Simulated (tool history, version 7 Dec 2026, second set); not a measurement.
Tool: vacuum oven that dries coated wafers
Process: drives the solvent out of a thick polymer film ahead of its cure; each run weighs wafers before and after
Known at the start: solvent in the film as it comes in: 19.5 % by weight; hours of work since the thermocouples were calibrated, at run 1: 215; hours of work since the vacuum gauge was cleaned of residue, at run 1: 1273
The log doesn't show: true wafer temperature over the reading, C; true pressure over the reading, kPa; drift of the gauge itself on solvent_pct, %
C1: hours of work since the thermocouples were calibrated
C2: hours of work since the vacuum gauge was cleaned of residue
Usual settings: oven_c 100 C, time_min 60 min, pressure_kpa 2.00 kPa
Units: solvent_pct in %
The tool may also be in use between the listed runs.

run 1 day=0.000 | oven_c=100 time_min=60 pressure_kpa=2.00 | C1=215 C2=1273 | solvent_pct=4.95
run 2 day=1.604 | oven_c=100 time_min=64 pressure_kpa=2.00 | C1=240 C2=1298 | solvent_pct=4.63
run 3 day=3.538 | oven_c=100 time_min=65 pressure_kpa=2.00 | C1=271 C2=1329 | solvent_pct=4.56
run 4 day=4.792 | oven_c=100 time_min=60 pressure_kpa=2.00 | C1=291 C2=1349 | solvent_pct=4.93
run 5 day=6.879 | oven_c=100 time_min=60 pressure_kpa=3.57 | C1=324 C2=1382 | solvent_pct=5.50
run 6 day=9.225 | oven_c=100 time_min=60 pressure_kpa=3.57 | C1=362 C2=1420 | solvent_pct=5.47
run 7 day=10.521 | oven_c=100 time_min=60 pressure_kpa=3.57 | C1=382 C2=1440 | solvent_pct=5.51
run 8 day=13.267 | oven_c=100 time_min=68 pressure_kpa=3.57 | C1=426 C2=1484 | solvent_pct=4.90
run 9 day=15.654 | oven_c=110 time_min=60 pressure_kpa=2.00 | C1=464 C2=1522 | solvent_pct=2.89
run 10 day=17.879 | oven_c=110 time_min=60 pressure_kpa=2.00 | C1=500 C2=1558 | solvent_pct=2.93
run 11 day=20.529 | oven_c=100 time_min=60 pressure_kpa=1.13 | C1=542 C2=1600 | solvent_pct=4.76
run 12 day=22.354 | oven_c=100 time_min=60 pressure_kpa=2.00 | C1=571 C2=1629 | solvent_pct=5.08
run 13 day=24.204 | oven_c=100 time_min=60 pressure_kpa=2.00 | C1=600 C2=1658 | solvent_pct=5.05
run 14 day=26.708 | oven_c=100 time_min=60 pressure_kpa=2.00 | C1=640 C2=1698 | solvent_pct=5.01
run 15 day=29.000 | oven_c=100 time_min=60 pressure_kpa=2.00 | C1=677 C2=1735 | solvent_pct=5.04
run 16 day=30.171 | oven_c=100 time_min=60 pressure_kpa=2.00 | C1=695 C2=1753 | solvent_pct=5.08
run 17 day=32.000 | oven_c=100 time_min=60 pressure_kpa=2.00 | C1=725 C2=1782 | solvent_pct=5.09
run 18 day=33.975 | oven_c=100 time_min=60 pressure_kpa=2.00 | C1=756 C2=1814 | solvent_pct=5.11
run 19 day=35.583 | oven_c=100 time_min=30 pressure_kpa=2.00 | C1=782 C2=1840 | solvent_pct=8.89
run 20 day=37.867 | oven_c=107 time_min=58 pressure_kpa=2.00 | C1=818 C2=1876 | solvent_pct=3.68
run 21 day=39.967 | oven_c=107 time_min=58 pressure_kpa=3.63 | C1=851 C2=1909 | solvent_pct=4.19
run 22 day=41.996 | oven_c=100 time_min=60 pressure_kpa=1.41 | C1=884 C2=1942 | solvent_pct=4.92
run 23 day=44.483 | oven_c=100 time_min=60 pressure_kpa=1.41 | C1=923 C2=1981 | solvent_pct=4.93
run 24 day=46.450 | oven_c=100 time_min=60 pressure_kpa=1.41 | C1=955 C2=2013 | solvent_pct=4.98
run 25 day=47.792 | oven_c=107 time_min=85 pressure_kpa=5.84 | C1=976 C2=2034 | solvent_pct=3.38
run 26 day=50.550 | oven_c=107 time_min=85 pressure_kpa=5.84 | C1=1020 C2=2078 | solvent_pct=3.40
run 27 day=52.483 | oven_c=109 time_min=56 pressure_kpa=3.27 | C1=1051 C2=2109 | solvent_pct=3.89
run 28 day=54.162 | oven_c=109 time_min=56 pressure_kpa=3.27 | C1=1078 C2=2136 | solvent_pct=3.88
run 29 day=56.775 | oven_c=100 time_min=41 pressure_kpa=5.17 | C1=1119 C2=2177 | solvent_pct=8.22
run 30 day=58.767 | oven_c=101 time_min=68 pressure_kpa=2.68 | C1=1151 C2=2209 | solvent_pct=4.55
run 31 day=61.488 | oven_c=111 time_min=44 pressure_kpa=2.00 | C1=1194 C2=2252 | solvent_pct=4.33
run 32 day=63.204 | oven_c=100 time_min=45 pressure_kpa=2.00 | C1=1222 C2=2280 | solvent_pct=6.79
run 33 day=64.888 | oven_c=100 time_min=45 pressure_kpa=2.00 | C1=1248 C2=2306 | solvent_pct=6.79
run 34 day=66.958 | oven_c=100 time_min=45 pressure_kpa=2.00 | C1=1281 C2=2339 | solvent_pct=6.82

Some steps in solvent_pct between neighbouring runs. How much of each would the tool show without its hidden state too (settings, what came in, random variation), and how much is left for the hidden state, with any gauge scatter that isn't in both results?
Run 10 -> 11: oven_c 110 -> 100, pressure_kpa 2.00 -> 1.13. solvent_pct +1.83 %: hidden state +0.03, all else +1.80.
Run 18 -> 19: time_min 60 -> 30. solvent_pct +3.78 %: hidden state -0.01, all else +3.79.
Run 19 -> 20: oven_c 100 -> 107, time_min 30 -> 58. solvent_pct -5.21 %: hidden state +0.02, all else -5.23.
Run 28 -> 29: oven_c 109 -> 100, time_min 56 -> 41, pressure_kpa 3.27 -> 5.17. solvent_pct +4.34 %: hidden state +0.04, all else +4.30.
Run 31 -> 32: oven_c 111 -> 100, time_min 44 -> 45. solvent_pct +2.46 %: hidden state +0.05, all else +2.41.
